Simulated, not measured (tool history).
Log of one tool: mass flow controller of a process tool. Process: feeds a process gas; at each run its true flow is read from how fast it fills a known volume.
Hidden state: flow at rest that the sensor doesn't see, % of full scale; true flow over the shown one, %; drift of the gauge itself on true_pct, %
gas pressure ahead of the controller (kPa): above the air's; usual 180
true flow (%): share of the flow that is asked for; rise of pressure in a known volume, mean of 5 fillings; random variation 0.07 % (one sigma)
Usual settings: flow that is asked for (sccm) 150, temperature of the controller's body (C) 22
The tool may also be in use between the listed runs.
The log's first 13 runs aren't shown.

run,hour,flow that is asked for (sccm),gas pressure ahead of the controller (kPa),temperature of the controller's body (C),hours of work since the controller was set to zero,hours of work since the controller was changed,true flow (%)
14,5121.1,469,180,23,3882,3882,100.03
15,5606.6,469,180,23,4213,4213,99.89
16,5851.1,469,180,23,4381,4381,99.80
17,6285.2,469,180,23,4677,4677,99.99
18,6645.0,150,180,22,4923,4923,98.49
19,7022.0,150,180,22,5181,5181,98.56
20,7506.6,150,180,22,5512,5512,98.39
21,7772.8,150,180,22,5694,5694,98.35
22,8224.5,150,160,22,6002,6002,98.53
23,8424.9,120,263,35,6139,6139,98.49
24,8703.6,120,225,35,6330,6330,98.63
25,8969.4,120,225,35,6511,6511,98.70
26,9336.5,232,180,35,6762,6762,99.46

The next listed run, before its measurement:
27,9716.3,150,255,22,7021,7021,?

Run 27 gave true flow (%) 98.04.
Without the tool's hidden state the same run would have given true flow (%) 98.06.

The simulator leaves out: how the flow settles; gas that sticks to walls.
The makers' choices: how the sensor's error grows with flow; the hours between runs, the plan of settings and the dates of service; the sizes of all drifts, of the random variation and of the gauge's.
